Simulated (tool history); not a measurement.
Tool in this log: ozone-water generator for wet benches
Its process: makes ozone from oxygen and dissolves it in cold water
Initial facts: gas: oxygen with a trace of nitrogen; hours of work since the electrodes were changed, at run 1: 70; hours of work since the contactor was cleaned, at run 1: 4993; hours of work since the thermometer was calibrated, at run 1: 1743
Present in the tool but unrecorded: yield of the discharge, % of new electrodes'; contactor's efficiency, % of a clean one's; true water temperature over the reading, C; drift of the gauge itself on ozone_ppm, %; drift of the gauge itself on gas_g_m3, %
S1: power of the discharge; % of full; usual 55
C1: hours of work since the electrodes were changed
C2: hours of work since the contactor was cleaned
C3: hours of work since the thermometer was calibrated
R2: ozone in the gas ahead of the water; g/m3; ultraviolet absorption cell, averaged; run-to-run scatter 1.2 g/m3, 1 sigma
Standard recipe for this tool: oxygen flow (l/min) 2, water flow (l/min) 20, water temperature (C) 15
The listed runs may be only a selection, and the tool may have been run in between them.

{"run": 1, "hour": 0.0, "S1": 55, "oxygen flow (l/min)": 2, "water flow (l/min)": 20, "water temperature (C)": 15, "C1": 70, "C2": 4993, "C3": 1743, "dissolved ozone (ppm)": 11.3, "R2": 216.9}
{"run": 2, "hour": 62.2, "S1": 55, "oxygen flow (l/min)": 2, "water flow (l/min)": 20, "water temperature (C)": 15, "C1": 118, "C2": 5041, "C3": 1791, "dissolved ozone (ppm)": 11.2, "R2": 215.3}
{"run": 3, "hour": 95.0, "S1": 55, "oxygen flow (l/min)": 1.04, "water flow (l/min)": 20, "water temperature (C)": 15, "C1": 144, "C2": 5066, "C3": 1816, "dissolved ozone (ppm)": 9.5, "R2": 313.9}
{"run": 4, "hour": 161.7, "S1": 55, "oxygen flow (l/min)": 2, "water flow (l/min)": 20, "water temperature (C)": 13, "C1": 195, "C2": 5117, "C3": 1868, "dissolved ozone (ppm)": 11.3, "R2": 215.4}
{"run": 5, "hour": 218.3, "S1": 55, "oxygen flow (l/min)": 2, "water flow (l/min)": 20, "water temperature (C)": 13, "C1": 238, "C2": 5161, "C3": 1911, "dissolved ozone (ppm)": 11.3, "R2": 216.2}
{"run": 6, "hour": 285.4, "S1": 55, "oxygen flow (l/min)": 2, "water flow (l/min)": 20, "water temperature (C)": 13, "C1": 290, "C2": 5212, "C3": 1963, "dissolved ozone (ppm)": 11.3, "R2": 215.6}
{"run": 7, "hour": 345.1, "S1": 55, "oxygen flow (l/min)": 2, "water flow (l/min)": 20, "water temperature (C)": 15, "C1": 336, "C2": 5258, "C3": 2009, "dissolved ozone (ppm)": 11.2, "R2": 214.9}
{"run": 8, "hour": 393.7, "S1": 55, "oxygen flow (l/min)": 2, "water flow (l/min)": 20, "water temperature (C)": 15, "C1": 373, "C2": 5296, "C3": 2046, "dissolved ozone (ppm)": 11.2, "R2": 215.7}
{"run": 9, "hour": 451.9, "S1": 55, "oxygen flow (l/min)": 2, "water flow (l/min)": 20, "water temperature (C)": 15, "C1": 418, "C2": 5340, "C3": 2091, "dissolved ozone (ppm)": 11.1, "R2": 216.1}
{"run": 10, "hour": 486.9, "S1": 55, "oxygen flow (l/min)": 2, "water flow (l/min)": 20, "water temperature (C)": 15, "C1": 445, "C2": 5367, "C3": 2118, "dissolved ozone (ppm)": 11.2, "R2": 216}
{"run": 11, "hour": 543.5, "S1": 55, "oxygen flow (l/min)": 2, "water flow (l/min)": 20, "water temperature (C)": 15, "C1": 488, "C2": 5411, "C3": 2161, "dissolved ozone (ppm)": 11.2, "R2": 215.6}
{"run": 12, "hour": 600.2, "S1": 55, "oxygen flow (l/min)": 2, "water flow (l/min)": 14, "water temperature (C)": 15, "C1": 532, "C2": 5454, "C3": 2205, "dissolved ozone (ppm)": 16.6, "R2": 214.5}
{"run": 13, "hour": 633.7, "S1": 55, "oxygen flow (l/min)": 2, "water flow (l/min)": 20, "water temperature (C)": 15, "C1": 558, "C2": 5480, "C3": 2230, "dissolved ozone (ppm)": 11.3, "R2": 213.7}
{"run": 14, "hour": 691.8, "S1": 55, "oxygen flow (l/min)": 2, "water flow (l/min)": 20, "water temperature (C)": 15, "C1": 602, "C2": 5525, "C3": 2275, "dissolved ozone (ppm)": 11.1, "R2": 214.6}
{"run": 15, "hour": 731.1, "S1": 55, "oxygen flow (l/min)": 2, "water flow (l/min)": 20, "water temperature (C)": 11, "C1": 632, "C2": 5555, "C3": 2305, "dissolved ozone (ppm)": 11.4, "R2": 215.7}
{"run": 16, "hour": 799.8, "S1": 55, "oxygen flow (l/min)": 2, "water flow (l/min)": 20, "water temperature (C)": 11, "C1": 685, "C2": 5608, "C3": 2358, "dissolved ozone (ppm)": 11.4, "R2": 215.3}
{"run": 17, "hour": 841.7, "S1": 55, "oxygen flow (l/min)": 1.97, "water flow (l/min)": 20, "water temperature (C)": 15, "C1": 717, "C2": 5640, "C3": 2390, "dissolved ozone (ppm)": 11.4, "R2": 216.4}
{"run": 18, "hour": 892.6, "S1": 55, "oxygen flow (l/min)": 3.2, "water flow (l/min)": 20, "water temperature (C)": 15, "C1": 757, "C2": 5679, "C3": 2429, "dissolved ozone (ppm)": 12.1, "R2": 165.9}
{"run": 19, "hour": 954.6, "S1": 55, "oxygen flow (l/min)": 3.2, "water flow (l/min)": 20, "water temperature (C)": 15, "C1": 804, "C2": 5727, "C3": 2477, "dissolved ozone (ppm)": 12.1, "R2": 162.6}
{"run": 20, "hour": 1023.5, "S1": 74, "oxygen flow (l/min)": 1.31, "water flow (l/min)": 20, "water temperature (C)": 12, "C1": 857, "C2": 5780, "C3": 2530, "dissolved ozone (ppm)": 12.9, "R2": 346.2}
{"run": 21, "hour": 1055.4, "S1": 76, "oxygen flow (l/min)": 2.82, "water flow (l/min)": 22, "water temperature (C)": 8, "C1": 882, "C2": 5804, "C3": 2555, "dissolved ozone (ppm)": 14.7, "R2": 231}
{"run": 22, "hour": 1097.2, "S1": 83, "oxygen flow (l/min)": 2, "water flow (l/min)": 22, "water temperature (C)": 17, "C1": 914, "C2": 5836, "C3": 2587, "dissolved ozone (ppm)": 13.9, "R2": 300.7}
{"run": 23, "hour": 1139.6, "S1": 62, "oxygen flow (l/min)": 2, "water flow (l/min)": 22, "water temperature (C)": 7, "C1": 946, "C2": 5869, "C3": 2619, "dissolved ozone (ppm)": 11.4, "R2": 233.6}
{"run": 24, "hour": 1187.5, "S1": 55, "oxygen flow (l/min)": 2, "water flow (l/min)": 31, "water temperature (C)": 15, "C1": 983, "C2": 5906, "C3": 2656, "dissolved ozone (ppm)": 6.6, "R2": 211}
{"run": 25, "hour": 1224.3, "S1": 55, "oxygen flow (l/min)": 2, "water flow (l/min)": 31, "water temperature (C)": 15, "C1": 1011, "C2": 5934, "C3": 2684, "dissolved ozone (ppm)": 6.7, "R2": 210}
{"run": 26, "hour": 1281.9, "S1": 81, "oxygen flow (l/min)": 2, "water flow (l/min)": 14, "water temperature (C)": 15, "C1": 1056, "C2": 5978, "C3": 2729, "dissolved ozone (ppm)": 22.3, "R2": 289.2}
{"run": 27, "hour": 1324.8, "S1": 81, "oxygen flow (l/min)": 1.09, "water flow (l/min)": 25, "water temperature (C)": 17, "C1": 1089, "C2": 6011, "C3": 2762, "dissolved ozone (ppm)": 9.9, "R2": 414.9}
{"run": 28, "hour": 1368.0, "S1": 82, "oxygen flow (l/min)": 2, "water flow (l/min)": 25, "water temperature (C)": 15, "C1": 1122, "C2": 6044, "C3": 2795, "dissolved ozone (ppm)": 12.1, "R2": 292.9}
{"run": 29, "hour": 1413.0, "S1": 82, "oxygen flow (l/min)": 2, "water flow (l/min)": 25, "water temperature (C)": 15, "C1": 1157, "C2": 6079, "C3": 2829, "dissolved ozone (ppm)": 12, "R2": 292.6}
{"run": 30, "hour": 1468.6, "S1": 82, "oxygen flow (l/min)": 2, "water flow (l/min)": 25, "water temperature (C)": 15, "C1": 1199, "C2": 6122, "C3": 2872, "dissolved ozone (ppm)": 12.1, "R2": 290.7}
{"run": 31, "hour": 1496.6, "S1": 55, "oxygen flow (l/min)": 1.29, "water flow (l/min)": 20, "water temperature (C)": 15, "C1": 1221, "C2": 6143, "C3": 2894, "dissolved ozone (ppm)": 10, "R2": 269.7}
{"run": 32, "hour": 1548.0, "S1": 55, "oxygen flow (l/min)": 3.22, "water flow (l/min)": 20, "water temperature (C)": 20, "C1": 1260, "C2": 6183, "C3": 2933, "dissolved ozone (ppm)": 11.5, "R2": 161.8}
{"run": 33, "hour": 1576.4, "S1": 55, "oxygen flow (l/min)": 2, "water flow (l/min)": 13, "water temperature (C)": 21, "C1": 1282, "C2": 6205, "C3": 2955, "dissolved ozone (ppm)": 16.5, "R2": 212.3}

Here are 4 independent what-if runs from the current tool condition. What would each one return?
{"run": "A", "hour": 1629.7, "S1": 84, "oxygen flow (l/min)": 1.53, "water flow (l/min)": 20, "water temperature (C)": 10, "C1": 1323, "C2": 6246, "C3": 2996, "dissolved ozone (ppm)": "?", "R2": "?"}
{"run": "B", "hour": 1629.7, "S1": 62, "oxygen flow (l/min)": 1.53, "water flow (l/min)": 13, "water temperature (C)": 21, "C1": 1323, "C2": 6246, "C3": 2996, "dissolved ozone (ppm)": "?", "R2": "?"}
{"run": "C", "hour": 1629.7, "S1": 55, "oxygen flow (l/min)": 2.46, "water flow (l/min)": 27, "water temperature (C)": 19, "C1": 1323, "C2": 6246, "C3": 2996, "dissolved ozone (ppm)": "?", "R2": "?"}
{"run": "D", "hour": 1629.7, "S1": 61, "oxygen flow (l/min)": 1.42, "water flow (l/min)": 12, "water temperature (C)": 15, "C1": 1323, "C2": 6246, "C3": 2996, "dissolved ozone (ppm)": "?", "R2": "?"}

run=A dissolved_ozone_(ppm)=15.1 R2=348.3
run=B dissolved_ozone_(ppm)=17.3 R2=271.8
run=C dissolved_ozone_(ppm)=7.9 R2=186.5
run=D dissolved_ozone_(ppm)=19.7 R2=277.2
Without the tool's hidden state the same runs would have given:
run=A dissolved_ozone_(ppm)=15.1 R2=357.9
run=B dissolved_ozone_(ppm)=17.3 R2=279.3
run=C dissolved_ozone_(ppm)=7.9 R2=191.7
run=D dissolved_ozone_(ppm)=19.7 R2=284.9
